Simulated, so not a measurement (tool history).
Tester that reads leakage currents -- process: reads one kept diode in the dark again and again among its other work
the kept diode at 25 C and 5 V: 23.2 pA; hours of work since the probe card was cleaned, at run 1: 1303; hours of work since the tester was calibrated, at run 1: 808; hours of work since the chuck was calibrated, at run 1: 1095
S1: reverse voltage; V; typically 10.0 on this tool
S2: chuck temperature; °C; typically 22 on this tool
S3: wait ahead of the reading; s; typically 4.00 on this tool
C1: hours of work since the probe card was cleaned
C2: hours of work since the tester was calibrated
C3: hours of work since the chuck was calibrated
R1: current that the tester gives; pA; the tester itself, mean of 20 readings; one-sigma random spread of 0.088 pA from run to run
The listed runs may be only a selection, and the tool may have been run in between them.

{"run": 1, "hour": 0.0, "S1": 10.0, "S2": 22, "S3": 4.0, "C1": 1303, "C2": 808, "C3": 1095, "R1": 47.13}
{"run": 2, "hour": 83.3, "S1": 10.0, "S2": 22, "S3": 2.53, "C1": 1359, "C2": 864, "C3": 1150, "R1": 48.39}
{"run": 3, "hour": 140.4, "S1": 10.0, "S2": 22, "S3": 0.33, "C1": 1397, "C2": 902, "C3": 1188, "R1": 52.2}
{"run": 4, "hour": 209.7, "S1": 10.0, "S2": 22, "S3": 0.33, "C1": 1443, "C2": 948, "C3": 1235, "R1": 53.48}
{"run": 5, "hour": 269.6, "S1": 10.0, "S2": 22, "S3": 4.0, "C1": 1483, "C2": 988, "C3": 1275, "R1": 50.77}
{"run": 6, "hour": 346.2, "S1": 5.8, "S2": 22, "S3": 4.0, "C1": 1534, "C2": 1039, "C3": 1326, "R1": 36.24}
{"hour": 405.4, "done": "probe card cleaned and baked"}
{"run": 7, "hour": 445.8, "S1": 5.8, "S2": 22, "S3": 4.0, "C1": 27, "C2": 1103, "C3": 1390, "R1": 45.43}
{"run": 8, "hour": 539.7, "S1": 5.8, "S2": 22, "S3": 4.0, "C1": 90, "C2": 1166, "C3": 1453, "R1": 46.08}
{"run": 9, "hour": 598.2, "S1": 5.8, "S2": 22, "S3": 4.0, "C1": 128, "C2": 1205, "C3": 1491, "R1": 46.49}
{"run": 10, "hour": 665.7, "S1": 5.8, "S2": 22, "S3": 4.0, "C1": 173, "C2": 1250, "C3": 1536, "R1": 47.26}
{"run": 11, "hour": 733.3, "S1": 10.0, "S2": 22, "S3": 4.0, "C1": 218, "C2": 1295, "C3": 1581, "R1": 70.49}
{"run": 12, "hour": 817.1, "S1": 10.0, "S2": 24, "S3": 4.0, "C1": 274, "C2": 1351, "C3": 1637, "R1": 77.03}
{"hour": 826.3, "done": "chuck's temperature calibrated"}
{"hour": 874.0, "done": "probe card cleaned and baked, once more"}
{"run": 13, "hour": 874.0, "S1": 10.0, "S2": 24, "S3": 4.0, "C1": 0, "C2": 1385, "C3": 30, "R1": 28.31}
{"run": 14, "hour": 924.2, "S1": 14.2, "S2": 22, "S3": 4.0, "C1": 33, "C2": 1419, "C3": 63, "R1": 28.82}
{"run": 15, "hour": 967.9, "S1": 14.2, "S2": 22, "S3": 4.0, "C1": 63, "C2": 1448, "C3": 92, "R1": 29.54}
{"run": 16, "hour": 1071.9, "S1": 14.2, "S2": 22, "S3": 4.0, "C1": 132, "C2": 1517, "C3": 162, "R1": 31.11}
{"run": 17, "hour": 1175.7, "S1": 14.2, "S2": 22, "S3": 4.0, "C1": 201, "C2": 1586, "C3": 231, "R1": 32.98}
{"run": 18, "hour": 1241.8, "S1": 14.2, "S2": 22, "S3": 4.0, "C1": 245, "C2": 1630, "C3": 275, "R1": 34.1}
{"run": 19, "hour": 1309.2, "S1": 14.2, "S2": 22, "S3": 4.0, "C1": 290, "C2": 1675, "C3": 320, "R1": 35.21}
{"run": 20, "hour": 1395.1, "S1": 10.0, "S2": 22, "S3": 4.0, "C1": 347, "C2": 1732, "C3": 377, "R1": 30.7}
{"run": 21, "hour": 1470.0, "S1": 9.0, "S2": 22, "S3": 6.67, "C1": 397, "C2": 1782, "C3": 427, "R1": 29.68}
{"run": 22, "hour": 1558.6, "S1": 1.4, "S2": 35, "S3": 1.4, "C1": 456, "C2": 1841, "C3": 486, "R1": 34.03}
{"run": 23, "hour": 1624.3, "S1": 5.2, "S2": 24, "S3": 5.28, "C1": 500, "C2": 1885, "C3": 530, "R1": 27.08}
{"run": 24, "hour": 1706.1, "S1": 14.6, "S2": 21, "S3": 1.6, "C1": 554, "C2": 1939, "C3": 584, "R1": 41.14}
{"run": 25, "hour": 1770.3, "S1": 1.2, "S2": 35, "S3": 4.0, "C1": 597, "C2": 1982, "C3": 627, "R1": 32.63}
{"run": 26, "hour": 1851.1, "S1": 1.2, "S2": 35, "S3": 4.0, "C1": 651, "C2": 2036, "C3": 681, "R1": 32.78}
{"run": 27, "hour": 1949.3, "S1": 1.2, "S2": 35, "S3": 4.0, "C1": 716, "C2": 2102, "C3": 746, "R1": 33.05}
{"run": 28, "hour": 2001.0, "S1": 10.0, "S2": 22, "S3": 2.89, "C1": 751, "C2": 2136, "C3": 781, "R1": 38.2}
{"run": 29, "hour": 2084.5, "S1": 13.8, "S2": 22, "S3": 0.85, "C1": 807, "C2": 2192, "C3": 836, "R1": 49.55}
{"run": 30, "hour": 2129.0, "S1": 7.2, "S2": 46, "S3": 3.39, "C1": 836, "C2": 2221, "C3": 866, "R1": 155.97}
{"run": 31, "hour": 2178.6, "S1": 10.0, "S2": 22, "S3": 0.49, "C1": 869, "C2": 2254, "C3": 899, "R1": 42.03}
{"run": 32, "hour": 2238.1, "S1": 6.2, "S2": 34, "S3": 4.0, "C1": 909, "C2": 2294, "C3": 939, "R1": 65.77}
{"run": 33, "hour": 2319.1, "S1": 10.0, "S2": 39, "S3": 2.64, "C1": 963, "C2": 2348, "C3": 993, "R1": 116.53}
{"run": 34, "hour": 2383.4, "S1": 10.0, "S2": 39, "S3": 2.64, "C1": 1006, "C2": 2391, "C3": 1035, "R1": 117.34}
{"run": 35, "hour": 2445.1, "S1": 10.0, "S2": 22, "S3": 3.69, "C1": 1047, "C2": 2432, "C3": 1077, "R1": 43.82}
{"run": 36, "hour": 2520.7, "S1": 10.0, "S2": 25, "S3": 7.32, "C1": 1097, "C2": 2482, "C3": 1127, "R1": 51.99}
{"run": 37, "hour": 2597.9, "S1": 5.4, "S2": 49, "S3": 4.0, "C1": 1149, "C2": 2534, "C3": 1178, "R1": 175.45}
{"run": 38, "hour": 2688.6, "S1": 9.9, "S2": 49, "S3": 4.0, "C1": 1209, "C2": 2594, "C3": 1239, "R1": 231.91}
{"run": 39, "hour": 2772.2, "S1": 9.9, "S2": 49, "S3": 4.0, "C1": 1265, "C2": 2650, "C3": 1295, "R1": 232.52}
{"run": 40, "hour": 2837.6, "S1": 9.9, "S2": 49, "S3": 4.0, "C1": 1308, "C2": 2693, "C3": 1338, "R1": 233.63}

Below are 3 alternative next runs, each starting from the tool's condition after run 40. Predict each:
{"run": "A", "hour": 2921.3, "S1": 11.5, "S2": 37, "S3": 4.3, "C1": 1364, "C2": 2749, "C3": 1394, "R1": "?"}
{"run": "B", "hour": 2921.3, "S1": 10.0, "S2": 53, "S3": 4.0, "C1": 1364, "C2": 2749, "C3": 1394, "R1": "?"}
{"run": "C", "hour": 2921.3, "S1": 9.9, "S2": 29, "S3": 4.0, "C1": 1364, "C2": 2749, "C3": 1394, "R1": "?"}

run=A R1=120.41
run=B R1=304.62
run=C R1=70.19
Without the tool's unlogged condition, the same runs would have read:
run=A R1=84.03
run=B R1=252.42
run=C R1=42.55
